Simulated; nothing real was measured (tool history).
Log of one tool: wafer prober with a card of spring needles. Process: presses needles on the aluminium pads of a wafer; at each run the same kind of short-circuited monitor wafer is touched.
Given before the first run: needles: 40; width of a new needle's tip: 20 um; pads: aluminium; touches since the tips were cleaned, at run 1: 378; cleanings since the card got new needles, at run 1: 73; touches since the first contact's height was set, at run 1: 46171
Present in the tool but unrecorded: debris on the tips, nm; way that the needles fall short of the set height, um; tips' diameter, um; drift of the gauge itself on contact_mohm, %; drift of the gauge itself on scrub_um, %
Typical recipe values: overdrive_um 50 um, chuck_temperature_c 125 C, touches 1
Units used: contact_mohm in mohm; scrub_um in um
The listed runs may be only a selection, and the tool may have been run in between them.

| run | day | overdrive_um | chuck_temperature_c | touches | touches since the tips were cleaned | cleanings since the card got new needles | touches since the first contact's height was set | contact_mohm | scrub_um |
|---|---|---|---|---|---|---|---|---|---|
| 1 | 0.000 | 50 | 125 | 1 | 378 | 73 | 46171 | 228 | 13.22 |
|  | 0.196 | tips cleaned on abrasive film |
|  | 0.421 | tips cleaned on abrasive film |
| 2 | 0.438 | 50 | 125 | 1 | 159 | 75 | 50865 | 237 | 13.13 |
|  | 0.654 | tips cleaned on abrasive film |
| 3 | 0.738 | 50 | 125 | 1 | 926 | 76 | 54127 | 251 | 12.93 |
|  | 0.904 | tips cleaned on abrasive film |
| 4 | 1.067 | 50 | 125 | 1 | 1783 | 77 | 57672 | 275 | 13.16 |
|  | 1.125 | tips cleaned on abrasive film |
|  | 1.346 | tips cleaned on abrasive film |
| 5 | 1.492 | 50 | 125 | 2 | 1570 | 79 | 62222 | 249 | 13.04 |
|  | 1.571 | tips cleaned on abrasive film |
|  | 1.800 | tips cleaned on abrasive film |
| 6 | 1.804 | 50 | 125 | 1 | 52 | 81 | 65568 | 230 | 13.05 |
|  | 1.979 | tips cleaned on abrasive film, once more |
|  | 2.233 | tips cleaned on abrasive film |
| 7 | 2.367 | 50 | 125 | 1 | 1457 | 83 | 71647 | 271 | 12.87 |
|  | 2.488 | tips cleaned on abrasive film |
|  | 2.729 | tips cleaned on abrasive film |
|  | 2.946 | tips cleaned on abrasive film |
| 8 | 2.975 | 50 | 125 | 1 | 290 | 86 | 78138 | 240 | 13.13 |
|  | 3.192 | tips cleaned on abrasive film |
|  | 3.438 | tips cleaned on abrasive film |
| 9 | 3.500 | 65 | 125 | 1 | 699 | 88 | 83821 | 224 | 16.70 |
|  | 3.683 | tips cleaned on abrasive film |
| 10 | 3.829 | 65 | 125 | 1 | 1586 | 89 | 87354 | 242 | 16.86 |
|  | 3.921 | tips cleaned on abrasive film |
|  | 4.154 | tips cleaned on abrasive film |
| 11 | 4.217 | 65 | 99 | 1 | 694 | 91 | 91535 | 228 | 17.05 |
|  | 4.383 | tips cleaned on abrasive film |
| 12 | 4.533 | 50 | 125 | 2 | 1625 | 92 | 94938 | 258 | 12.73 |
|  | 4.617 | tips cleaned on abrasive film |
|  | 4.862 | tips cleaned on abrasive film |
| 13 | 5.050 | 50 | 125 | 2 | 2070 | 94 | 100524 | 272 | 12.89 |
|  | 5.100 | tips cleaned on abrasive film |
|  | 5.350 | tips cleaned on abrasive film |
|  | 5.575 | tips cleaned on abrasive film |
| 14 | 5.588 | 50 | 125 | 1 | 166 | 97 | 106283 | 238 | 12.33 |
|  | 5.808 | tips cleaned on abrasive film |
|  | 6.021 | tips cleaned on abrasive film |
| 15 | 6.092 | 49 | 125 | 1 | 758 | 99 | 111684 | 259 | 12.08 |
|  | 6.254 | tips cleaned on abrasive film |
|  | 6.508 | tips cleaned on abrasive film |
| 16 | 6.654 | 52 | 72 | 1 | 1593 | 101 | 117757 | 262 | 13.08 |
|  | 6.746 | tips cleaned on abrasive film |
|  | 6.967 | tips cleaned on abrasive film |
|  | 7.217 | tips cleaned on abrasive film |
| 17 | 7.217 | 52 | 72 | 1 | 0 | 104 | 123780 | 221 | 12.94 |
|  | 7.446 | tips cleaned on abrasive film |
| 18 | 7.575 | 50 | 51 | 1 | 1407 | 105 | 127673 | 268 | 12.01 |
|  | 7.708 | tips cleaned on abrasive film |
| 19 | 7.912 | 50 | 51 | 1 | 2226 | 106 | 131299 | 292 | 12.34 |
|  | 7.958 | tips cleaned on abrasive film |
|  | 8.204 | tips cleaned on abrasive film |
| 20 | 8.300 | 50 | 116 | 2 | 1055 | 108 | 135488 | 259 | 12.31 |
|  | 8.429 | tips cleaned on abrasive film |
| 21 | 8.558 | 50 | 79 | 1 | 1403 | 109 | 138245 | 279 | 11.98 |
|  | 8.679 | tips cleaned on abrasive film |
| 22 | 8.829 | 51 | 48 | 2 | 1624 | 110 | 141163 | 247 | 12.47 |
|  | 8.938 | tips cleaned on abrasive film |
|  | 9.075 | height of the first contact set anew |
|  | 9.167 | tips cleaned on abrasive film |
|  | 9.408 | tips cleaned on abrasive film |
| 23 | 9.408 | 39 | 43 | 2 | 0 | 113 | 3528 | 218 | 10.67 |
|  | 9.642 | tips cleaned on abrasive film |
|  | 9.871 | tips cleaned on abrasive film |
| 24 | 9.958 | 38 | 70 | 1 | 937 | 115 | 9457 | 282 | 10.34 |
|  | 10.117 | tips cleaned on abrasive film |
|  | 10.358 | tips cleaned on abrasive film |
| 25 | 10.442 | 38 | 34 | 2 | 876 | 117 | 14657 | 246 | 10.35 |
|  | 10.604 | tips cleaned on abrasive film |
|  | 10.825 | tips cleaned on abrasive film |
| 26 | 10.979 | 38 | 34 | 2 | 1686 | 119 | 20465 | 277 | 10.44 |
|  | 11.071 | tips cleaned on abrasive film |
|  | 11.288 | tips cleaned on abrasive film |
| 27 | 11.288 | 32 | 125 | 2 | 0 | 121 | 23752 | 256 | 8.80 |
|  | 11.542 | tips cleaned on abrasive film |
|  | 11.779 | tips cleaned on abrasive film |
| 28 | 11.833 | 50 | 125 | 3 | 593 | 123 | 29647 | 232 | 13.54 |
|  | 12.008 | tips cleaned on abrasive film |
|  | 12.254 | tips cleaned on abrasive film |
| 29 | 12.254 | 37 | 125 | 1 | 0 | 125 | 34159 | 247 | 9.82 |
|  | 12.492 | tips cleaned on abrasive film |
|  | 12.721 | tips cleaned on abrasive film |
| 30 | 12.771 | 37 | 125 | 1 | 580 | 127 | 39750 | 287 | 9.96 |

Here are 4 independent what-if runs from the current tool condition. What would each one return?
|  | 12.983 | tips cleaned on abrasive film |
|  | 13.221 | tips cleaned on abrasive film |
| A | 13.233 | 64 | 34 | 1 | 171 | 129 | 44722 | ? | ? |
|  | 12.983 | tips cleaned on abrasive film |
|  | 13.221 | tips cleaned on abrasive film |
| B | 13.233 | 60 | 125 | 1 | 171 | 129 | 44722 | ? | ? |
|  | 12.983 | tips cleaned on abrasive film |
|  | 13.221 | tips cleaned on abrasive film |
| C | 13.233 | 37 | 125 | 1 | 171 | 129 | 44722 | ? | ? |
|  | 12.983 | tips cleaned on abrasive film |
|  | 13.221 | tips cleaned on abrasive film |
| D | 13.233 | 50 | 30 | 1 | 171 | 129 | 44722 | ? | ? |

| run | contact_mohm | scrub_um |
|---|---|---|
| A | 200 | 17.14 |
| B | 225 | 16.37 |
| C | 261 | 9.76 |
| D | 213 | 13.63 |
Stripped of hidden state, with their random variation kept, the same runs would have yielded:
| run | contact_mohm | scrub_um |
|---|---|---|
| A | 186 | 17.67 |
| B | 208 | 16.89 |
| C | 225 | 10.29 |
| D | 191 | 14.17 |
